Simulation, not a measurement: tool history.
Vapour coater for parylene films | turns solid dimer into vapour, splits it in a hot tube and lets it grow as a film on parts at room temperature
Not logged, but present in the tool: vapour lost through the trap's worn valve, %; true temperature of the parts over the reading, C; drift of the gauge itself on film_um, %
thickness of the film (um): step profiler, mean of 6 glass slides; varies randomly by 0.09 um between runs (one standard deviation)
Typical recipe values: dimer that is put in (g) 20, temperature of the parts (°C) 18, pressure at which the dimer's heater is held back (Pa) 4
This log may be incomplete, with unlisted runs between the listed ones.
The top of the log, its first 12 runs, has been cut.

run,hour,dimer that is put in (g),temperature of the parts (°C),pressure at which the dimer's heater is held back (Pa),hours of work since the trap's valve was overhauled,hours of work since the table's thermometer was calibrated,thickness of the film (um)
13,596.6,20,18,4,64,649,9.27
14,647.7,20,18,4,98,684,9.23
15,686.6,20,18,4,125,710,9.16
16,721.5,34,18,4,148,734,15.2
# hour 734.1: trap's valve overhauled, once more
17,779.8,34,19,4,31,770,18.52
18,830.8,34,19,4,65,805,18.51
19,892.7,34,19,4,107,847,18.36
20,952.4,34,19,4,148,887,18.04
21,993.4,34,19,4,175,915,17.91
22,1045.9,28,19,4,211,950,14.66
23,1084.4,13,19,4,237,976,6.72
24,1119.3,13,19,4,261,1000,6.84
25,1191.7,13,19,4,310,1049,6.76
26,1235.5,34,16,5.26,339,1079,17.48
27,1298.5,34,14,2.44,382,1121,21.13
28,1351.6,21,27,2.55,418,1157,9.7

What will run 29 give?
29,1398.8,21,27,2.55,450,1189,?

{"run 29": {"thickness of the film (um)": 9.66}}
On a tool with no hidden condition, and with the same random variation, this run would have come out at thickness of the film (um) 10.6.
